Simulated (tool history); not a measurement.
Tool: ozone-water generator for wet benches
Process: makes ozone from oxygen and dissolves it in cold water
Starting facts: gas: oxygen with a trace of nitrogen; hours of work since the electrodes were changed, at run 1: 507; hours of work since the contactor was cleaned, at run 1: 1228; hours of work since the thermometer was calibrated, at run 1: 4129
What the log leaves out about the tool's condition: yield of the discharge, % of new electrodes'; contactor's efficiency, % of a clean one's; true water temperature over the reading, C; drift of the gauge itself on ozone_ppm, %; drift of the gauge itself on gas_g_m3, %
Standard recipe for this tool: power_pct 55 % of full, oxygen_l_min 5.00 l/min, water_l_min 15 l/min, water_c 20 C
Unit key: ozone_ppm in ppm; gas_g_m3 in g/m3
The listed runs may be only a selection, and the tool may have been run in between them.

run,hour,power_pct,oxygen_l_min,water_l_min,water_c,hours of work since the electrodes were changed,hours of work since the contactor was cleaned,hours of work since the thermometer was calibrated,ozone_ppm,gas_g_m3
1,0.0,55,5.00,15,20,507,1228,4129,25.3,201.1
2,18.1,76,5.00,15,20,524,1245,4146,33.7,270.2
3,48.7,76,5.00,15,20,552,1273,4174,33.5,270.9
4,73.6,76,5.00,9,20,575,1296,4197,45.8,270.6
5,108.2,76,5.00,9,20,607,1328,4229,45.8,269.9
6,140.8,55,5.00,9,20,637,1358,4259,34.0,200.2
7,174.7,55,5.00,15,20,668,1389,4290,25.0,198.9
8,203.5,55,5.00,15,20,695,1416,4317,25.1,202.2
9,218.6,55,5.00,15,25,708,1430,4331,23.1,200.0
10,237.4,55,5.00,15,20,726,1447,4348,25.2,201.1
11,258.7,55,5.00,15,20,745,1467,4368,25.2,201.6
12,276.6,55,5.00,15,20,762,1483,4384,24.8,201.1
13,301.2,55,5.00,15,20,785,1506,4407,25.2,202.0
14,334.5,55,5.00,15,20,815,1537,4438,25.2,200.3
15,348.5,55,5.00,15,20,828,1550,4451,24.8,198.7
16,374.1,55,2.86,15,20,852,1573,4474,24.7,268.0
17,395.0,55,5.00,16,20,871,1592,4493,23.9,199.6
18,415.9,55,5.00,16,20,890,1612,4513,23.8,202.4
19,448.0,55,5.00,16,20,920,1641,4542,23.9,199.8
20,477.8,55,5.00,16,20,947,1669,4570,23.7,200.8
21,492.7,41,6.84,9,12,961,1682,4583,29.3,130.0
22,521.2,56,4.83,12,24,987,1709,4610,27.1,206.6
23,541.8,56,3.27,12,28,1006,1728,4629,26.1,253.8
24,570.5,57,6.44,22,20,1033,1754,4655,19.6,180.8
25,599.0,57,2.60,22,14,1059,1781,4682,18.8,286.5
26,618.8,57,2.60,22,14,1077,1799,4700,18.8,289.8
27,639.6,43,5.00,15,16,1097,1818,4719,21.4,161.2
28,657.9,43,5.00,15,16,1113,1835,4736,21.3,161.4
# hour 672.3: water thermometer calibrated
29,689.0,55,3.72,22,14,1142,1863,15,19.5,233.3

Some steps in ozone_ppm between neighbouring runs. How much of each would the tool show without its hidden state too (settings, what came in, random variation), and how much is left for the hidden state, with any gauge scatter that isn't in both results?
Run 1 -> 2: power_pct 55 -> 76. ozone_ppm +8.4 ppm: hidden state -0.2, all else +8.6.
Run 3 -> 4: water_l_min 15 -> 9. ozone_ppm +12.3 ppm: hidden state -0.2, all else +12.5.
Run 5 -> 6: power_pct 76 -> 55. ozone_ppm -11.8 ppm: hidden state +0.4, all else -12.2.
